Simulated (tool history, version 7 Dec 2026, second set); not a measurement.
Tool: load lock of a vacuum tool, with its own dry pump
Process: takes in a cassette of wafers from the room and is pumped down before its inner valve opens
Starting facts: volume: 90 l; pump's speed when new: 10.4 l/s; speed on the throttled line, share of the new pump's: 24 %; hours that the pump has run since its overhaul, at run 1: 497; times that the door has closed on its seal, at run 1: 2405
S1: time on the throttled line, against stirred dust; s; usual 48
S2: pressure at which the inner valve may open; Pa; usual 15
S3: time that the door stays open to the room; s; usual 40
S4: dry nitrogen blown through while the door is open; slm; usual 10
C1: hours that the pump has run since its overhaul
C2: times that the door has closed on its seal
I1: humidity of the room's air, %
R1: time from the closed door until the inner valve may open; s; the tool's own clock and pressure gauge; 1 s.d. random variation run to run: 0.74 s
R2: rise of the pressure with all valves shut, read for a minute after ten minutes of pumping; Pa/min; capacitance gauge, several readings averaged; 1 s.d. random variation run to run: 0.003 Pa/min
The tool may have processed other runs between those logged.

run	day	S1	S2	S3	S4	C1	C2	I1	R1	R2
1	0	48	15	40	10	497	2405	40.9	113.1	0.036
2	5	48	15	40	10	617	2986	47	112.2	0.049
3	13.196	48	15	40	10	814	3938	40.8	114.4	0.054
4	20.271	48	15	40	10	983	4760	45.8	115.3	0.074
5	29.942	48	15	40	30	1215	5884	44.7	113.8	0.086
6	37.088	29	15	40	30	1387	6714	45.1	99.6	0.102
7	44.258	29	15	40	30	1559	7546	45.2	100.8	0.116
8	50.612	29	15	40	30	1712	8285	45.1	101.2	0.13
9	56.075	48	13	40	10	1843	8919	45.3	116.1	0.149
10	65.258	48	13	40	10	2063	9986	45	116.8	0.174
11	70.454	48	15	40	10	2188	10590	44.3	115.2	0.184
12	82.158	48	15	40	10	2469	11949	44.2	115.5	0.214
13	88.188	48	15	40	10	2613	12650	42	117.3	0.238
14	93.304	48	15	40	10	2736	13244	46	116.9	0.259
15	105.179	48	15	40	10	3021	14623	47.8	117.7	0.303
16	112.612	48	15	40	10	3200	15487	46.7	116	0.34
17	123.296	48	20	157	10	3456	16728	45.1	114.9	0.379
18	134.671	71	13	212	5	3729	18049	44	135.2	0.428
19	141.404	71	13	212	5	3891	18831	39.8	136	0.46
20	147.504	71	13	212	5	4037	19540	43	136.6	0.507
21	158.638	48	12	100	10	4304	20833	44.8	120.4	0.546
22	164.825	93	12	100	6	4453	21552	43.3	153.7	0.581
23	175.371	48	13	40	43	4706	22777	41.7	119.2	0.622
24	180.438	48	13	40	43	4827	23366	43.2	120.6	0.66
# day 183.65: door's seal changed, seat wiped
25	187.271	51	25	209	4	4990	421	45.4	116	0.033
26	198.517	44	15	40	10	5260	1727	47.5	117.3	0.028
27	207.862	63	23	26	10	5484	2813	48	125.6	0.045
28	212.767	34	15	40	10	5602	3383	38.7	110.6	0.048
29	218.6	47	15	40	42	5742	4061	43.1	119.9	0.051
30	228.375	42	20	48	36	5976	5196	42.7	113	0.072
31	239.083	34	20	48	25	6233	6440	50.5	109.1	0.094
32	250.675	34	20	48	25	6512	7786	46.1	108.8	0.123

What if the next run were any one of these 5? Each begins from the tool's condition after run 32:
A	259.538	71	20	48	25	6724	8816	46.2	?	?
B	259.538	57	11	232	25	6724	8816	41.9	?	?
C	259.538	67	19	48	18	6724	8816	43.5	?	?
D	259.538	27	14	105	10	6724	8816	47	?	?
E	259.538	48	19	40	5	6724	8816	42.3	?	?

run	R1	R2
A	134.2	0.148
B	132.4	0.15
C	133.5	0.148
D	106.5	0.154
E	118.4	0.159
Stripped of hidden state, with their random variation kept, the same runs would have yielded:
run	R1	R2
A	126.2	0.012
B	123.1	0.011
C	125.4	0.01
D	96.8	0.017
E	109.6	0.02

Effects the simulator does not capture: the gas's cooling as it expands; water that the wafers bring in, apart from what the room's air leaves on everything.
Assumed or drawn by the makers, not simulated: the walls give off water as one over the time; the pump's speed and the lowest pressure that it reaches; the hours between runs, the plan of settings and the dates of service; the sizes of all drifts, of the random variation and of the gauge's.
